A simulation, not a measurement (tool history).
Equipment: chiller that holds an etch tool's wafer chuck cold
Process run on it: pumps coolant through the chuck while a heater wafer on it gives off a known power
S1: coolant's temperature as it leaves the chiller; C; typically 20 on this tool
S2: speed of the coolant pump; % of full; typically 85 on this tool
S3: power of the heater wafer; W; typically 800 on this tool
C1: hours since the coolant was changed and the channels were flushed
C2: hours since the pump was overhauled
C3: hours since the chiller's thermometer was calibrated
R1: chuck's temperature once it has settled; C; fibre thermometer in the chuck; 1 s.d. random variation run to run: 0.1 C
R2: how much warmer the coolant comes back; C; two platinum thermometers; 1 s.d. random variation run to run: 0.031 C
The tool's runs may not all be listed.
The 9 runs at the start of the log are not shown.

run 10 hour=189.1 | S1=20 S2=85 S3=800 | C1=5474 C2=1006 C3=210 | R1=28.3 R2=3.14
run 11 hour=219.1 | S1=20 S2=90 S3=800 | C1=5504 C2=1036 C3=240 | R1=28.1 R2=2.88
run 12 hour=240.7 | S1=20 S2=90 S3=800 | C1=5525 C2=1057 C3=261 | R1=28.2 R2=2.92
run 13 hour=255.8 | S1=20 S2=85 S3=800 | C1=5540 C2=1072 C3=276 | R1=28.2 R2=3.07
run 14 hour=268.9 | S1=20 S2=90 S3=800 | C1=5554 C2=1085 C3=289 | R1=28.1 R2=2.92
run 15 hour=281 | S1=20 S2=90 S3=800 | C1=5566 C2=1097 C3=302 | R1=28.1 R2=2.84
run 16 hour=308.5 | S1=20 S2=90 S3=800 | C1=5593 C2=1125 C3=329 | R1=28.1 R2=2.9
run 17 hour=336.7 | S1=18 S2=61 S3=606 | C1=5621 C2=1153 C3=357 | R1=26 R2=3.23
run 18 hour=353.2 | S1=18 S2=61 S3=606 | C1=5638 C2=1170 C3=374 | R1=26.1 R2=3.22
run 19 hour=374.8 | S1=10 S2=85 S3=424 | C1=5659 C2=1191 C3=395 | R1=14.4 R2=1.5
run 20 hour=394.4 | S1=18 S2=85 S3=820 | C1=5679 C2=1211 C3=415 | R1=26.5 R2=3.07
run 21 hour=416.2 | S1=18 S2=85 S3=820 | C1=5701 C2=1233 C3=437 | R1=26.5 R2=3.12
run 22 hour=435.5 | S1=27 S2=85 S3=809 | C1=5720 C2=1252 C3=456 | R1=35.5 R2=3.01
run 23 hour=457.6 | S1=14 S2=79 S3=941 | C1=5742 C2=1274 C3=478 | R1=24.4 R2=3.84
run 24 hour=479.2 | S1=20 S2=97 S3=800 | C1=5764 C2=1296 C3=500 | R1=27.6 R2=2.59
run 25 hour=492.9 | S1=20 S2=97 S3=800 | C1=5778 C2=1309 C3=514 | R1=27.6 R2=2.55
run 26 hour=520.7 | S1=20 S2=97 S3=800 | C1=5805 C2=1337 C3=541 | R1=27.7 R2=2.59
run 27 hour=547.3 | S1=20 S2=68 S3=887 | C1=5832 C2=1364 C3=568 | R1=30.8 R2=4.17
run 28 hour=564.3 | S1=26 S2=79 S3=516 | C1=5849 C2=1381 C3=585 | R1=31.7 R2=1.99
run 29 hour=590.7 | S1=28 S2=83 S3=405 | C1=5875 C2=1407 C3=611 | R1=32.1 R2=1.45
run 30 hour=607.7 | S1=28 S2=80 S3=781 | C1=5892 C2=1424 C3=628 | R1=36.5 R2=3.09
run 31 hour=624.8 | S1=28 S2=80 S3=781 | C1=5909 C2=1441 C3=645 | R1=36.4 R2=3.1

Here are 3 independent what-if runs from the current tool condition. What would each one return?
run A hour=646.7 | S1=28 S2=80 S3=423 | C1=5931 C2=1463 C3=667 | R1=? R2=?
run B hour=646.7 | S1=26 S2=80 S3=800 | C1=5931 C2=1463 C3=667 | R1=? R2=?
run C hour=646.7 | S1=20 S2=85 S3=933 | C1=5931 C2=1463 C3=667 | R1=? R2=?

run=A R1=32.4 R2=1.57
run=B R1=34.7 R2=3.08
run=C R1=29.8 R2=3.44
Had the tool no hidden state, the same runs would have come out as:
run=A R1=32.4 R2=1.79
run=B R1=34.7 R2=3.31
run=C R1=29.8 R2=3.67
